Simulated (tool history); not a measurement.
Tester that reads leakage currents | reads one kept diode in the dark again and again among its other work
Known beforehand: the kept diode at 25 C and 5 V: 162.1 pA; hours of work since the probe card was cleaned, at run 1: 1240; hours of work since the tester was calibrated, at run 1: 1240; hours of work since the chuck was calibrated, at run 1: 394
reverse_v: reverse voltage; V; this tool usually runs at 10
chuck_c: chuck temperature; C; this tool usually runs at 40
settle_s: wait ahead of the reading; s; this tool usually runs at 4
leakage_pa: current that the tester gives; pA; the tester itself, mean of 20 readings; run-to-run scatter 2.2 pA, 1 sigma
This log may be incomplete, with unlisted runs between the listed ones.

run,hour,reverse_v,chuck_c,settle_s,hours of work since the probe card was cleaned,hours of work since the tester was calibrated,hours of work since the chuck was calibrated,leakage_pa
1,0,10,40,4,1240,1240,394,736.81
2,46.4,10,40,4,1272,1272,426,732.9
3,94.1,10,40,4,1305,1305,458,730.09
4,149.4,10,40,4,1343,1343,496,734.47
# hour 171.1: probe card cleaned and baked
5,188.6,10,40,0.34,12,1367,521,722.13
6,249.2,2.1,40,4,53,1409,563,315.24
7,288.5,2.1,40,4,80,1436,590,314.79
8,335.5,2.1,40,0.41,113,1468,622,314.68
9,388.1,2.1,40,0.41,149,1504,658,313.36
10,450,2.1,40,0.41,191,1546,700,315.14
11,504.3,2.1,40,0.41,228,1584,737,314.14
12,566.5,2.1,40,0.41,271,1626,780,312.28
13,621.5,2.1,40,0.41,309,1664,818,310.29
14,679.4,2.1,40,0.41,348,1704,857,309.52
15,724.3,2.1,40,0.41,379,1734,888,311.58
16,768,2.1,40,0.41,409,1764,918,310.87
17,835.2,2.1,40,0.41,455,1810,964,312.07
18,895.5,2.1,40,0.41,496,1852,1006,310.23
19,939.1,1.9,45,1.45,526,1882,1035,417.88
20,1006,1.9,45,1.45,572,1928,1081,417.12
21,1041.4,1.9,45,1.45,596,1952,1106,414.98
22,1090.8,1.9,45,1.45,630,1986,1139,415.3
23,1127.3,11.3,39,0.39,655,2011,1164,704.43
24,1166.3,11.3,39,0.39,682,2037,1191,698.12
25,1199.6,2.1,40,2.42,705,2060,1214,304.51
26,1249.4,2.1,40,2.42,739,2094,1248,307.33
27,1303.1,2.1,40,2.42,776,2131,1285,305.7
28,1340.6,10,25,1.87,802,2157,1311,227.91
29,1396.8,4.4,27,1.6,840,2195,1349,170.3
30,1463.1,1.9,40,4,886,2241,1395,287.76
31,1528.3,1.9,36,6.09,930,2286,1439,215.35
32,1558.1,10,27,0.65,951,2306,1460,267.06

The same runs without the tool's hidden state, with the same run-to-run variation:
Hidden state at play: stray current of the dirty probe card, pA a volt; current scale over the true one, %; true chuck temperature over the reading, C; drift of the gauge itself on leakage_pa, %.
run,leakage_pa
1,733.18
2,730.09
3,728.09
4,733.41
5,732.18
6,320.23
7,320.19
8,320.5
9,319.64
10,322.02
11,321.52
12,320.16
13,318.65
14,318.37
15,320.9
16,320.51
17,322.36
18,321.03
19,432.9
20,432.99
21,431.22
22,432.2
23,730.61
24,724.63
25,317.88
26,321.23
27,320.01
28,234.6
29,177.38
30,302.74
31,226.95
32,276.71
